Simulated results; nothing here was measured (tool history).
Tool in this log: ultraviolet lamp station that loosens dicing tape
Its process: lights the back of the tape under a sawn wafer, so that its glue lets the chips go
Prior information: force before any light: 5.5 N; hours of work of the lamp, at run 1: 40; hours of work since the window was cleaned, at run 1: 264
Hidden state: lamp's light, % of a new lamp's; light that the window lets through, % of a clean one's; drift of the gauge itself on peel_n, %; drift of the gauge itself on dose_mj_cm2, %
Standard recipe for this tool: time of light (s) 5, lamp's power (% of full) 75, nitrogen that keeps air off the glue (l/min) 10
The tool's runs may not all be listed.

run,hour,time of light (s),lamp's power (% of full),nitrogen that keeps air off the glue (l/min),hours of work of the lamp,hours of work since the window was cleaned,force that peels the tape off (N),light that reached the tape (J/m2)
1,0.0,5,75,10,40,264,0.579,4220
2,5.9,5,75,3,43,268,1.249,4210
3,14.8,5,75,10,49,273,0.537,4190
4,22.4,5,75,10,53,278,0.571,4240
5,31.3,5,75,10,59,283,0.597,4190
6,38.9,5,75,10,64,288,0.579,4200
7,46.3,5,75,10,68,293,0.574,4200
8,50.2,6,72,7,70,295,0.557,4880
# hour 58.4: window cleaned of glue's vapour
9,59.3,8,77,7,76,1,0.283,6860
10,64.9,5,92,9,79,4,0.426,5180
11,69.5,10,61,6,82,7,0.336,6860
12,75.6,5,75,13,86,11,0.460,4210

Predict each of these 3 candidate next runs independently; none follows another, all start after run 12:
A,80.0,4,85,10,89,13,?,?
B,80.0,5,75,8,89,13,?,?
C,80.0,6,75,13,89,13,?,?

run,force that peels the tape off (N),light that reached the tape (J/m2)
A,0.683,3820
B,0.656,4240
C,0.340,5050
With no hidden state in the tool, these same runs would have given:
run,force that peels the tape off (N),light that reached the tape (J/m2)
A,0.683,3820
B,0.656,4240
C,0.340,5050
